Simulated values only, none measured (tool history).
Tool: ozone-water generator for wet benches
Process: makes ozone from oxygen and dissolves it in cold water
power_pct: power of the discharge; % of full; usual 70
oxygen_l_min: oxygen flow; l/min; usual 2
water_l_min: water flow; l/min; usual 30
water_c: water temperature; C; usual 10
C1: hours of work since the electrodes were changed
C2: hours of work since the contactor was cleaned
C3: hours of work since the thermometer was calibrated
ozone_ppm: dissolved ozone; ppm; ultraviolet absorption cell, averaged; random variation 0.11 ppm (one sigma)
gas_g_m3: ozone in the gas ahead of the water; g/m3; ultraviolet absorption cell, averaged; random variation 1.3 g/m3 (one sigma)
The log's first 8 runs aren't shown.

run 9 hour=328.2 | power_pct=70 oxygen_l_min=2 water_l_min=30 water_c=10 | C1=1878 C2=5851 C3=550 | ozone_ppm=10.5 gas_g_m3=243.4
run 10 hour=374.9 | power_pct=70 oxygen_l_min=2 water_l_min=30 water_c=10 | C1=1922 C2=5895 C3=594 | ozone_ppm=10.4 gas_g_m3=245.3
run 11 hour=434.3 | power_pct=70 oxygen_l_min=2 water_l_min=41 water_c=10 | C1=1978 C2=5951 C3=650 | ozone_ppm=7 gas_g_m3=245.5
run 12 hour=481.9 | power_pct=70 oxygen_l_min=2 water_l_min=41 water_c=10 | C1=2022 C2=5996 C3=695 | ozone_ppm=7.3 gas_g_m3=244.8
run 13 hour=522.6 | power_pct=70 oxygen_l_min=2 water_l_min=41 water_c=10 | C1=2061 C2=6034 C3=733 | ozone_ppm=7.3 gas_g_m3=243.1
run 14 hour=583.7 | power_pct=70 oxygen_l_min=2 water_l_min=30 water_c=10 | C1=2118 C2=6092 C3=791 | ozone_ppm=10.5 gas_g_m3=243.5
run 15 hour=621.4 | power_pct=70 oxygen_l_min=2 water_l_min=30 water_c=10 | C1=2154 C2=6127 C3=826 | ozone_ppm=10.3 gas_g_m3=242.6
run 16 hour=667.4 | power_pct=70 oxygen_l_min=2 water_l_min=30 water_c=13 | C1=2197 C2=6171 C3=869 | ozone_ppm=10.3 gas_g_m3=244.4
run 17 hour=696.9 | power_pct=70 oxygen_l_min=1.93 water_l_min=30 water_c=10 | C1=2225 C2=6198 C3=897 | ozone_ppm=10.3 gas_g_m3=249.7
run 18 hour=751.4 | power_pct=70 oxygen_l_min=1.93 water_l_min=30 water_c=10 | C1=2276 C2=6250 C3=948 | ozone_ppm=10.2 gas_g_m3=247.7
run 19 hour=784.6 | power_pct=42 oxygen_l_min=2.54 water_l_min=30 water_c=10 | C1=2307 C2=6281 C3=980 | ozone_ppm=7.6 gas_g_m3=146.8
run 20 hour=847.8 | power_pct=42 oxygen_l_min=1.67 water_l_min=30 water_c=10 | C1=2367 C2=6340 C3=1039 | ozone_ppm=6.8 gas_g_m3=186
run 21 hour=901.9 | power_pct=42 oxygen_l_min=1.67 water_l_min=30 water_c=10 | C1=2418 C2=6391 C3=1090 | ozone_ppm=6.9 gas_g_m3=186.2
run 22 hour=963.9 | power_pct=56 oxygen_l_min=1.67 water_l_min=30 water_c=13 | C1=2476 C2=6450 C3=1149 | ozone_ppm=8.3 gas_g_m3=227.2
run 23 hour=994.7 | power_pct=56 oxygen_l_min=1.67 water_l_min=30 water_c=13 | C1=2505 C2=6479 C3=1178 | ozone_ppm=8.4 gas_g_m3=229.4
run 24 hour=1041.1 | power_pct=56 oxygen_l_min=3.34 water_l_min=30 water_c=9 | C1=2549 C2=6522 C3=1221 | ozone_ppm=10.3 gas_g_m3=155
run 25 hour=1076.6 | power_pct=56 oxygen_l_min=3.34 water_l_min=30 water_c=9 | C1=2582 C2=6556 C3=1255 | ozone_ppm=10.2 gas_g_m3=153.5
run 26 hour=1109.5 | power_pct=56 oxygen_l_min=3.34 water_l_min=30 water_c=9 | C1=2613 C2=6587 C3=1286 | ozone_ppm=10.2 gas_g_m3=153.7
run 27 hour=1150.5 | power_pct=56 oxygen_l_min=3.34 water_l_min=30 water_c=9 | C1=2652 C2=6625 C3=1324 | ozone_ppm=10.2 gas_g_m3=154.7
run 28 hour=1187.4 | power_pct=56 oxygen_l_min=3.34 water_l_min=30 water_c=9 | C1=2687 C2=6660 C3=1359 | ozone_ppm=10.1 gas_g_m3=155
run 29 hour=1228.1 | power_pct=56 oxygen_l_min=3.34 water_l_min=30 water_c=9 | C1=2725 C2=6699 C3=1397 | ozone_ppm=10.1 gas_g_m3=153.5
run 30 hour=1288.3 | power_pct=59 oxygen_l_min=1.42 water_l_min=30 water_c=12 | C1=2782 C2=6755 C3=1454 | ozone_ppm=8.3 gas_g_m3=261.3
run 31 hour=1353.6 | power_pct=59 oxygen_l_min=1.42 water_l_min=30 water_c=12 | C1=2843 C2=6817 C3=1516 | ozone_ppm=8 gas_g_m3=260.8
run 32 hour=1415.3 | power_pct=47 oxygen_l_min=2.04 water_l_min=25 water_c=16 | C1=2901 C2=6875 C3=1574 | ozone_ppm=9.2 gas_g_m3=181.7
run 33 hour=1446.1 | power_pct=66 oxygen_l_min=2.04 water_l_min=25 water_c=16 | C1=2930 C2=6904 C3=1603 | ozone_ppm=11.9 gas_g_m3=232

3 ways to go on from here, each from the tool as it stands after run 33. What would each give?
run A hour=1483.6 | power_pct=61 oxygen_l_min=1.39 water_l_min=25 water_c=6 | C1=2965 C2=6939 C3=1638 | ozone_ppm=? gas_g_m3=?
run B hour=1483.6 | power_pct=70 oxygen_l_min=2 water_l_min=19 water_c=10 | C1=2965 C2=6939 C3=1638 | ozone_ppm=? gas_g_m3=?
run C hour=1483.6 | power_pct=41 oxygen_l_min=1.55 water_l_min=30 water_c=11 | C1=2965 C2=6939 C3=1638 | ozone_ppm=? gas_g_m3=?

run=A ozone_ppm=10.6 gas_g_m3=269.7
run=B ozone_ppm=17.3 gas_g_m3=242.5
run=C ozone_ppm=6.6 gas_g_m3=189.1
Without the tool's hidden state the same runs would have given:
run=A ozone_ppm=10.7 gas_g_m3=269.9
run=B ozone_ppm=17.3 gas_g_m3=242.7
run=C ozone_ppm=6.6 gas_g_m3=189.2
